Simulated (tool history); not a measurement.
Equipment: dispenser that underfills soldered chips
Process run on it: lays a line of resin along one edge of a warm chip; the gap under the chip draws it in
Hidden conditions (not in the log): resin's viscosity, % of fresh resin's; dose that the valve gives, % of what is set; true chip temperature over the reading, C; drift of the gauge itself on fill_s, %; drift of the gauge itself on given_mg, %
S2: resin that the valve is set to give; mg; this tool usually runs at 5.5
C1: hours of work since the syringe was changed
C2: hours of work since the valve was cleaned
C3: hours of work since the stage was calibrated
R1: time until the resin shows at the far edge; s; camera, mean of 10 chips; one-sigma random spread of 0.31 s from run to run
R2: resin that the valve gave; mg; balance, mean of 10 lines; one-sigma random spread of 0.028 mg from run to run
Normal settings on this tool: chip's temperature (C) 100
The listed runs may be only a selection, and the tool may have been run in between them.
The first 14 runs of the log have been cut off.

{"day": 4.342, "done": "new syringe of resin"}
{"run": 15, "day": 4.471, "chip's temperature (C)": 100, "S2": 5.5, "C1": 2, "C2": 48, "C3": 306, "R1": 11.9, "R2": 5.29}
{"day": 4.712, "done": "new syringe of resin"}
{"run": 16, "day": 4.788, "chip's temperature (C)": 100, "S2": 5.5, "C1": 1, "C2": 53, "C3": 312, "R1": 11.1, "R2": 5.24}
{"day": 5.054, "done": "new syringe of resin"}
{"run": 17, "day": 5.079, "chip's temperature (C)": 100, "S2": 5.5, "C1": 0, "C2": 57, "C3": 316, "R1": 10.8, "R2": 5.24}
{"day": 5.421, "done": "new syringe of resin"}
{"run": 18, "day": 5.442, "chip's temperature (C)": 100, "S2": 5.5, "C1": 0, "C2": 63, "C3": 322, "R1": 10.3, "R2": 5.21}
{"day": 5.675, "done": "dispensing valve cleaned and set on the balance"}
{"day": 5.825, "done": "new syringe of resin"}
{"run": 19, "day": 5.892, "chip's temperature (C)": 106, "S2": 5.38, "C1": 1, "C2": 4, "C3": 329, "R1": 8.8, "R2": 5.37}
{"run": 20, "day": 6.129, "chip's temperature (C)": 106, "S2": 5.38, "C1": 5, "C2": 8, "C3": 333, "R1": 11.9, "R2": 5.35}
{"day": 6.192, "done": "new syringe of resin"}
{"run": 21, "day": 6.433, "chip's temperature (C)": 106, "S2": 5.38, "C1": 4, "C2": 12, "C3": 338, "R1": 11.2, "R2": 5.33}
{"day": 6.533, "done": "new syringe of resin"}
{"run": 22, "day": 6.808, "chip's temperature (C)": 114, "S2": 6.22, "C1": 5, "C2": 19, "C3": 344, "R1": 9.7, "R2": 6.12}
{"day": 6.892, "done": "new syringe of resin"}
{"day": 7.062, "done": "stage's temperature calibrated"}
{"run": 23, "day": 7.1, "chip's temperature (C)": 113, "S2": 5.17, "C1": 3, "C2": 23, "C3": 1, "R1": 8, "R2": 5.13}
{"day": 7.288, "done": "new syringe of resin"}
{"run": 24, "day": 7.492, "chip's temperature (C)": 113, "S2": 5.17, "C1": 3, "C2": 29, "C3": 7, "R1": 9.3, "R2": 5.05}
{"day": 7.638, "done": "new syringe of resin"}
{"run": 25, "day": 7.746, "chip's temperature (C)": 112, "S2": 5.17, "C1": 2, "C2": 33, "C3": 11, "R1": 8.4, "R2": 5.03}
{"day": 7.996, "done": "new syringe of resin"}
{"run": 26, "day": 8.125, "chip's temperature (C)": 112, "S2": 5.17, "C1": 2, "C2": 39, "C3": 17, "R1": 8.8, "R2": 5.03}
{"day": 8.362, "done": "new syringe of resin"}
{"run": 27, "day": 8.383, "chip's temperature (C)": 112, "S2": 5.17, "C1": 0, "C2": 44, "C3": 22, "R1": 7.3, "R2": 5.02}
{"run": 28, "day": 8.629, "chip's temperature (C)": 87, "S2": 5.5, "C1": 5, "C2": 48, "C3": 26, "R1": 20.2, "R2": 5.35}
{"day": 8.729, "done": "new syringe of resin"}
{"day": 9.075, "done": "new syringe of resin"}
{"run": 29, "day": 9.079, "chip's temperature (C)": 104, "S2": 6.75, "C1": 0, "C2": 55, "C3": 33, "R1": 8.6, "R2": 6.42}
{"run": 30, "day": 9.321, "chip's temperature (C)": 104, "S2": 6.75, "C1": 4, "C2": 59, "C3": 37, "R1": 11.4, "R2": 6.42}
{"day": 9.433, "done": "new syringe of resin"}
{"run": 31, "day": 9.688, "chip's temperature (C)": 104, "S2": 5.52, "C1": 4, "C2": 65, "C3": 43, "R1": 12.3, "R2": 5.2}
{"day": 9.792, "done": "new syringe of resin"}
{"day": 9.833, "done": "dispensing valve cleaned and set on the balance"}
{"run": 32, "day": 10.067, "chip's temperature (C)": 87, "S2": 5.52, "C1": 4, "C2": 4, "C3": 48, "R1": 19.8, "R2": 5.47}
{"day": 10.175, "done": "new syringe of resin"}
{"run": 33, "day": 10.467, "chip's temperature (C)": 87, "S2": 5.52, "C1": 5, "C2": 10, "C3": 55, "R1": 21.7, "R2": 5.51}
{"day": 10.538, "done": "new syringe of resin"}
{"run": 34, "day": 10.842, "chip's temperature (C)": 87, "S2": 5.52, "C1": 5, "C2": 17, "C3": 61, "R1": 20.8, "R2": 5.41}

Forecast each of these 3 alternatives for the next run:
{"day": 10.879, "done": "new syringe of resin"}
{"run": "A", "day": 11.129, "chip's temperature (C)": 86, "S2": 6.42, "C1": 4, "C2": 21, "C3": 66, "R1": "?", "R2": "?"}
{"day": 10.879, "done": "new syringe of resin"}
{"run": "B", "day": 11.129, "chip's temperature (C)": 111, "S2": 5.52, "C1": 4, "C2": 21, "C3": 66, "R1": "?", "R2": "?"}
{"day": 10.879, "done": "new syringe of resin"}
{"run": "C", "day": 11.129, "chip's temperature (C)": 97, "S2": 5.71, "C1": 4, "C2": 21, "C3": 66, "R1": "?", "R2": "?"}

run=A R1=20.2 R2=6.28
run=B R1=9.4 R2=5.37
run=C R1=14.3 R2=5.61
Had the tool no hidden state, the same runs would have come out as:
run=A R1=14.3 R2=6.42
run=B R1=6.6 R2=5.48
run=C R1=10 R2=5.73

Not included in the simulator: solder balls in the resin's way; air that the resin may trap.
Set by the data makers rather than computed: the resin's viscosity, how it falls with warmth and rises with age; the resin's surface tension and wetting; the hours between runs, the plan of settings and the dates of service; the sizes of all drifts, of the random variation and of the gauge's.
